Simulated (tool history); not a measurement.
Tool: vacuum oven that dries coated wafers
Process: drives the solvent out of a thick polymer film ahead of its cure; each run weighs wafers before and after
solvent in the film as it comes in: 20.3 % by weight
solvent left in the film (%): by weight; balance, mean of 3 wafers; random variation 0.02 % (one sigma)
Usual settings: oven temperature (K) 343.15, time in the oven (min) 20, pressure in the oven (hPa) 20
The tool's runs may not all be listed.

run   hour  oven temperature (K)  time in the oven (min)  pressure in the oven (hPa)  solvent left in the film (%)
  1      0                343.15                      20                          20                          2.21
  2   16.9                343.15                      20                          20                          2.25
  3   36.7                343.15                      27                          20                          1.29
  4   53.2                343.15                      27                          20                          1.28
  5   67.3                343.15                      27                          20                          1.29
  6   83.8                345.15                      27                          20                          1.01
  7  104.9                343.15                      20                          20                           2.2
  8  118.1                343.15                      20                          20                          2.23
  9  139.5                343.15                      20                          20                          2.19
 10    153                343.15                      20                          20                          2.19
 11  169.8                352.15                      20                          20                          0.77
 12    181                352.15                      20                          20                          0.79
 13    191                343.15                      20                          20                          2.19
 14    212                343.15                      20                          20                           2.2
 15  228.7                343.15                      20                        68.5                          3.33
 16  248.7                343.15                      20                        68.5                          3.31
 17  258.6                343.15                      20                        68.5                          3.29
 18  267.8                343.15                      20                        68.5                          3.31
 19  289.6                343.15                      20                        68.5                           3.3
 20  300.4                354.15                      20                          20                          0.61
 21  321.5                343.15                      20                          20                          2.16
 22  340.7                343.15                      20                          41                          2.61
 23  361.4                343.15                      20                        19.3                          2.13
 24  376.9                343.15                      20                        19.3                          2.12
 25  397.8                343.15                      20                        19.3                           2.1
 26  419.9                343.15                      20                        19.3                          2.11
 27  434.1                343.15                      20                        19.3                          2.08
 28  443.4                343.15                      20                          20                          2.16
 29  456.9                343.15                      22                        52.8                          2.58
 30  466.8                343.15                      21                          14                           1.8
 31  483.8                343.15                      21                          14                          1.77
 32  503.1                343.15                      21                        27.5                           2.1
 33  523.3                343.15                      21                        27.5                          2.14
 34    542                343.15                      21                        27.5                          2.11
 35  557.9                334.15                      14                          20                          6.76
 36    569                334.15                      14                          20                          6.76
 37  586.8                345.15                      15                        75.3                          3.93
 38    597                350.15                      20                        59.5                          1.66
 39  608.6                338.15                      35                        31.4                          1.73
 40  627.3                358.15                      10                        12.6                          1.38
 41    637                333.15                      20                        25.3                          5.21
 42  646.8                343.15                      23                        10.5                          1.39
 43    664                343.15                      13                        26.5                          4.18
 44  680.9                343.15                      20                        21.7                          2.06
 45  698.4                351.15                      20                          20                          0.83
 46  709.2                347.15                      15                          20                          2.24

5 ways to go on from here, each from the tool as it stands after run 46. What would each give?
  A  730.6                338.15                      16                          20                             ?
  B  730.6                347.15                      15                        30.3                             ?
  C  730.6                347.15                      15                        14.1                             ?
  D  730.6                345.15                      16                        62.6                             ?
  E  730.6                338.15                      26                        50.5                             ?

run  solvent left in the film (%)
  A                          4.47
  B                           2.4
  C                          2.16
  D                          3.29
  E                          3.05
Without the tool's hidden state the same runs would have given:
run  solvent left in the film (%)
  A                          4.82
  B                          2.65
  C                           2.4
  D                          3.58
  E                          3.33

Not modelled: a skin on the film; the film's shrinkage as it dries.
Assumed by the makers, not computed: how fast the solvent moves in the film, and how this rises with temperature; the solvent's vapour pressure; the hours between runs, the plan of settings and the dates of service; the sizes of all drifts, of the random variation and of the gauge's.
